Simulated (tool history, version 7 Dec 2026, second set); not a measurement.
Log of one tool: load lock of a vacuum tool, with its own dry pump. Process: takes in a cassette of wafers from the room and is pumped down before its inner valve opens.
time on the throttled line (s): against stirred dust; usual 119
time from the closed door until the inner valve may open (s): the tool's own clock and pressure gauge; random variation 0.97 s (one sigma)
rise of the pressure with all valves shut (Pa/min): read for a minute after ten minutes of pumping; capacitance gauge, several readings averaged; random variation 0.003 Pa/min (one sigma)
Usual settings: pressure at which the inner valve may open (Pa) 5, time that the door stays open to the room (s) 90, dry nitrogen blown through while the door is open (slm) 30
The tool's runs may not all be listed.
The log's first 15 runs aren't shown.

run    hour  time on the throttled line (s)  pressure at which the inner valve may open (Pa)  time that the door stays open to the room (s)  dry nitrogen blown through while the door is open (slm)  incoming humidity of the room's air, %  time from the closed door until the inner valve may open (s)  rise of the pressure with all valves shut (Pa/min)
 16  3835.7                             119                                                5                                            223                                                       30                                    46.1                                                         160.2                                               0.062
 17  4112.2                             119                                                5                                            223                                                       30                                    41.7                                                         162.8                                               0.065
 18  4398.9                             205                                                5                                             90                                                       30                                    46.4                                                         237.7                                               0.058
 19  4563.2                             205                                                5                                             90                                                       30                                    43.7                                                         238.2                                               0.061
 20  4712.1                             119                                                5                                             37                                                       30                                    47.8                                                         162.5                                               0.051
 21  5037.2                             119                                                5                                             37                                                       30                                    47.8                                                         162.3                                               0.052
 22  5235.1                             119                                                5                                            236                                                       30                                    43.3                                                         160.5                                               0.066
 23  5462.4                             181                                                8                                             26                                                       41                                    43.3                                                         215.8                                               0.046
 24  5749.3                             131                                                5                                             90                                                       30                                    47.1                                                         173.6                                               0.063
 25  5922.6                             131                                                7                                             69                                                       30                                    46.3                                                         170.7                                               0.052
 26  6116.3                             131                                                7                                             95                                                       24                                    44.6                                                           172                                               0.062
 27  6254.8                             131                                                7                                            101                                                       24                                    47.8                                                         171.8                                               0.066
 28  6500.3                             119                                                8                                            174                                                        5                                    45.4                                                         159.5                                               0.115
 29  6644.3                             145                                                5                                            238                                                       28                                    47.2                                                           185                                               0.079
 30  6859.9                             119                                                8                                             90                                                       30                                    46.6                                                         162.5                                               0.066
 31  7044.9                             119                                                5                                            185                                                       30                                    45.9                                                         163.9                                               0.075
 32  7373.2                             170                                                8                                            114                                                       15                                      46                                                         206.6                                               0.078
 33    7599                             130                                                6                                             84                                                        5                                    45.2                                                         171.6                                               0.089
 34  7848.9                             166                                                6                                            100                                                        7                                    45.1                                                         205.5                                               0.097
 35  8004.5                             166                                                6                                            100                                                        7                                    43.8                                                           204                                               0.093
 36  8226.4                             224                                                6                                            166                                                       21                                    42.8                                                         253.3                                               0.087

Forecast each of these 3 alternatives for the next run:
  A  8469.9                             224                                                6                                            166                                                       25                                    48.2                                                             ?                                                   ?
  B  8469.9                             119                                                5                                            193                                                       11                                    45.6                                                             ?                                                   ?
  C  8469.9                             223                                                5                                             33                                                       12                                    46.5                                                             ?                                                   ?

run  time from the closed door until the inner valve may open (s)  rise of the pressure with all valves shut (Pa/min)
  A                                                           254                                               0.079
  B                                                         166.1                                                0.11
  C                                                         255.9                                               0.068
Without the tool's hidden state the same runs would have given:
run  time from the closed door until the inner valve may open (s)  rise of the pressure with all valves shut (Pa/min)
  A                                                         246.5                                                0.03
  B                                                         155.1                                               0.061
  C                                                         247.9                                               0.019

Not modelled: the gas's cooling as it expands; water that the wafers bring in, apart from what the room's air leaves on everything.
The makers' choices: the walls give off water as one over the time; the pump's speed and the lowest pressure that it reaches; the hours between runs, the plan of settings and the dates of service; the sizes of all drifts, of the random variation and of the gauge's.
